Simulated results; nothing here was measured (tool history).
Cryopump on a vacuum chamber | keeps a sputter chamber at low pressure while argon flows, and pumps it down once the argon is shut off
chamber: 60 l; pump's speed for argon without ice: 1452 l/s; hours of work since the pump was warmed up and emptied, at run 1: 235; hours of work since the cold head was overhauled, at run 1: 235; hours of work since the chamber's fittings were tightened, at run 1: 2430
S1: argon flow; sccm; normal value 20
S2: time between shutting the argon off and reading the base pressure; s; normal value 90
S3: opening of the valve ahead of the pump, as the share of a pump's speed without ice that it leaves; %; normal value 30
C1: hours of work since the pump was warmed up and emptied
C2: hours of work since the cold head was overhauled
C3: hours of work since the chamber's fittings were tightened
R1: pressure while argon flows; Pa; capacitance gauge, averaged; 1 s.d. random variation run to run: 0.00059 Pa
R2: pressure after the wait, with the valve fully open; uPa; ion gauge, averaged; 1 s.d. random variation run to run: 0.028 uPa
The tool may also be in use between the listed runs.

Run 1, hour 0: usual settings; C1 235; C2 235; C3 2430. Result: R1 0.0792 Pa, R2 2.68 uPa.
Run 2, hour 13.3: usual settings; C1 245; C2 245; C3 2440. Result: R1 0.0788 Pa, R2 2.64 uPa.
Run 3, hour 25.3: usual settings; C1 254; C2 254; C3 2449. Result: R1 0.0796 Pa, R2 2.65 uPa.
Run 4, hour 42.6: usual settings; C1 267; C2 267; C3 2462. Result: R1 0.0806 Pa, R2 2.61 uPa.
Run 5, hour 59.4: usual settings; C1 279; C2 279; C3 2474. Result: R1 0.0786 Pa, R2 2.67 uPa.
Run 6, hour 70.7: usual settings; C1 287; C2 287; C3 2482. Result: R1 0.0794 Pa, R2 2.66 uPa.
Run 7, hour 84.9: usual settings; C1 298; C2 298; C3 2493. Result: R1 0.079 Pa, R2 2.68 uPa.
Run 8, hour 96.6: usual settings; C1 306; C2 306; C3 2501. Result: R1 0.0799 Pa, R2 2.69 uPa.
Run 9, hour 108.8: usual settings but S1 27 sccm, S2 165 s, S3 16 %; C1 316; C2 316; C3 2510. Result: R1 0.1995 Pa, R2 2.18 uPa.
Run 10, hour 120.5: usual settings but S1 24 sccm, S2 104 s, S3 24 %; C1 324; C2 324; C3 2519. Result: R1 0.1186 Pa, R2 2.53 uPa.
Run 11, hour 137.5: usual settings but S2 27 s, S3 46 %; C1 337; C2 337; C3 2532. Result: R1 0.0521 Pa, R2 5.41 uPa.
Run 12, hour 150.1: usual settings but S1 12 sccm, S2 76 s, S3 17 %; C1 346; C2 346; C3 2541. Result: R1 0.0825 Pa, R2 2.96 uPa.
Run 13, hour 160.3: usual settings but S1 12 sccm, S2 76 s, S3 17 %; C1 353; C2 353; C3 2548. Result: R1 0.0846 Pa, R2 2.89 uPa.
Run 14, hour 176.9: usual settings but S1 12 sccm, S2 76 s, S3 26 %; C1 366; C2 366; C3 2561. Result: R1 0.0552 Pa, R2 3.06 uPa.
Run 15, hour 194.4: usual settings but S1 16 sccm, S2 38 s, S3 26 %; C1 379; C2 379; C3 2574. Result: R1 0.0728 Pa, R2 4.3 uPa.

Alternative continuations, all from the tool just after run 15; predict every row:
Run A, hour 203.3: usual settings but S2 97 s; C1 385; C2 385; C3 2580. Result: R1 ?, R2 ?.
Run B, hour 203.3: usual settings but S1 14 sccm, S2 150 s; C1 385; C2 385; C3 2580. Result: R1 ?, R2 ?.
Run C, hour 203.3: usual settings but S1 9 sccm, S2 65 s, S3 17 %; C1 385; C2 385; C3 2580. Result: R1 ?, R2 ?.
Run D, hour 203.3: usual settings but S1 14 sccm, S2 285 s, S3 33 %; C1 385; C2 385; C3 2580. Result: R1 ?, R2 ?.
Run E, hour 203.3: usual settings but S1 16 sccm, S2 214 s, S3 33 %; C1 385; C2 385; C3 2580. Result: R1 ?, R2 ?.

run      R1    R2
  A  0.0798  2.75
  B  0.0562  2.33
  C  0.0621  3.25
  D  0.0512  2.05
  E  0.0585   2.2
With the hidden condition removed and each run's random variation left untouched, the same runs would have given:
run      R1    R2
  A  0.0772  1.25
  B  0.0544  0.86
  C  0.0609  1.77
  D  0.0494  0.58
  E  0.0564   0.7
